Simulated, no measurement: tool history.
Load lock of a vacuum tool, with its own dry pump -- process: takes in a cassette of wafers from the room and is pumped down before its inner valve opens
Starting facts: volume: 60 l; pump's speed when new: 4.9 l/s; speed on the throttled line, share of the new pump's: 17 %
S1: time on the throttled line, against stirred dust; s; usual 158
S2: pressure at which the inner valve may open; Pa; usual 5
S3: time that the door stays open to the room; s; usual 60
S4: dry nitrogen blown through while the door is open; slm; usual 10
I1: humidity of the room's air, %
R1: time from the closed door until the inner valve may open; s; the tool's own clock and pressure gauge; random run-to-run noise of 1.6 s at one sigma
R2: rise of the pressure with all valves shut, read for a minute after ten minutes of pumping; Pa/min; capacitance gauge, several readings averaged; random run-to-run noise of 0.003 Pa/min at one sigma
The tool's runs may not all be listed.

Run 1, hour 0: usual settings; I1 44.5. Result: R1 254 s, R2 0.027 Pa/min.
Run 2, hour 254.7: usual settings; I1 45.5. Result: R1 253.6 s, R2 0.029 Pa/min.
Run 3, hour 475.4: usual settings; I1 40.9. Result: R1 252.5 s, R2 0.024 Pa/min.
Run 4, hour 666.3: usual settings but S4 15 slm; I1 41.9. Result: R1 253.3 s, R2 0.024 Pa/min.
Run 5, hour 813.6: usual settings but S3 38 s; I1 43.3. Result: R1 253.5 s, R2 0.025 Pa/min.
Run 6, hour 928.4: usual settings but S3 38 s; I1 44.9. Result: R1 252.9 s, R2 0.025 Pa/min.
Run 7, hour 1108.7: usual settings but S1 95 s; I1 45.8. Result: R1 203 s, R2 0.022 Pa/min.
Run 8, hour 1382.1: usual settings but S1 95 s; I1 47.3. Result: R1 200.6 s, R2 0.033 Pa/min.
Run 9, hour 1573.7: usual settings but S1 113 s; I1 44.3. Result: R1 215.5 s, R2 0.03 Pa/min.
Run 10, hour 1693.2: usual settings but S1 113 s, S2 8 Pa; I1 40. Result: R1 210 s, R2 0.026 Pa/min.
Run 11, hour 1878.1: usual settings but S1 113 s, S2 8 Pa; I1 47.5. Result: R1 212 s, R2 0.03 Pa/min.
Run 12, hour 1988.4: usual settings but S1 113 s, S2 8 Pa; I1 44.4. Result: R1 209.9 s, R2 0.03 Pa/min.
Run 13, hour 2168.6: usual settings but S1 113 s, S2 8 Pa; I1 39.7. Result: R1 210.1 s, R2 0.027 Pa/min.
Run 14, hour 2345.4: usual settings but S1 113 s, S2 8 Pa, S3 49 s; I1 42.2. Result: R1 207.8 s, R2 0.023 Pa/min.
Run 15, hour 2574: usual settings but S3 145 s; I1 43.6. Result: R1 254.7 s, R2 0.043 Pa/min.
Run 16, hour 2708.9: usual settings but S3 145 s; I1 41.5. Result: R1 255.7 s, R2 0.038 Pa/min.
Run 17, hour 2915: usual settings but S3 145 s; I1 42.6. Result: R1 252.1 s, R2 0.045 Pa/min.
At hour 3001.2: dry pump taken out, an overhauled one fitted.
Run 18, hour 3044.9: usual settings; I1 44.4. Result: R1 253.8 s, R2 0.029 Pa/min.
Run 19, hour 3211.7: usual settings; I1 43.4. Result: R1 254.6 s, R2 0.021 Pa/min.
Run 20, hour 3461.5: usual settings; I1 43.7. Result: R1 252.6 s, R2 0.03 Pa/min.
Run 21, hour 3725.5: usual settings; I1 39.7. Result: R1 253.1 s, R2 0.026 Pa/min.
Run 22, hour 3980.3: usual settings but S2 10 Pa; I1 45.4. Result: R1 245.7 s, R2 0.026 Pa/min.
Run 23, hour 4210.9: usual settings but S1 103 s, S2 7 Pa, S3 41 s, S4 19 slm; I1 46.1. Result: R1 201.7 s, R2 0.022 Pa/min.
Run 24, hour 4362.4: usual settings but S1 113 s, S3 64 s; I1 42.5. Result: R1 216.5 s, R2 0.024 Pa/min.
Run 25, hour 4578.3: usual settings but S1 172 s, S2 8 Pa, S3 163 s, S4 11 slm; I1 42. Result: R1 254.9 s, R2 0.042 Pa/min.
Run 26, hour 4843.9: usual settings but S1 226 s, S3 64 s, S4 33 slm; I1 45.8. Result: R1 305.7 s, R2 0.021 Pa/min.
Run 27, hour 4954.4: usual settings but S3 56 s, S4 11 slm; I1 48. Result: R1 254.3 s, R2 0.032 Pa/min.
Run 28, hour 5186.8: usual settings but S3 56 s, S4 11 slm; I1 44.6. Result: R1 250.3 s, R2 0.029 Pa/min.
Run 29, hour 5412.3: usual settings but S3 56 s, S4 11 slm; I1 41. Result: R1 255.2 s, R2 0.025 Pa/min.
Run 30, hour 5672.8: usual settings but S3 56 s, S4 11 slm; I1 43.7. Result: R1 253.5 s, R2 0.029 Pa/min.
Run 31, hour 5878.1: usual settings but S3 56 s, S4 11 slm; I1 43.8. Result: R1 255.2 s, R2 0.03 Pa/min.
Run 32, hour 5999.2: usual settings but S1 180 s, S2 7 Pa, S3 89 s, S4 29 slm; I1 43.8. Result: R1 267.7 s, R2 0.025 Pa/min.
Run 33, hour 6263.3: usual settings but S2 6 Pa, S3 100 s; I1 47.5. Result: R1 251.8 s, R2 0.046 Pa/min.
Run 34, hour 6429: usual settings but S1 220 s, S2 9 Pa, S3 100 s; I1 45.8. Result: R1 295.3 s, R2 0.039 Pa/min.
Run 35, hour 6627: usual settings but S1 156 s, S2 6 Pa, S4 31 slm; I1 45.1. Result: R1 248.5 s, R2 0.015 Pa/min.
Run 36, hour 6780: usual settings but S1 155 s, S2 6 Pa, S3 50 s, S4 13 slm; I1 44.7. Result: R1 251.1 s, R2 0.024 Pa/min.
Run 37, hour 6971.9: usual settings but S1 155 s, S2 6 Pa, S3 230 s, S4 26 slm; I1 47.5. Result: R1 249.9 s, R2 0.034 Pa/min.

3 options for the next run, each taken on its own from the tool as it stands now. Forecast them:
Run A, hour 7142.8: usual settings but S1 217 s, S2 9 Pa, S3 231 s, S4 26 slm; I1 42.4. Result: R1 ?, R2 ?.
Run B, hour 7142.8: usual settings but S1 148 s, S3 189 s; I1 48.2. Result: R1 ?, R2 ?.
Run C, hour 7142.8: usual settings but S1 155 s, S3 40 s, S4 26 slm; I1 44.3. Result: R1 ?, R2 ?.

run     R1     R2
  A  295.3  0.038
  B  244.6  0.059
  C  252.5  0.019
With the hidden condition removed and each run's random variation left untouched, the same runs would have given:
run     R1     R2
  A  295.3  0.036
  B  244.6  0.057
  C  252.4  0.017
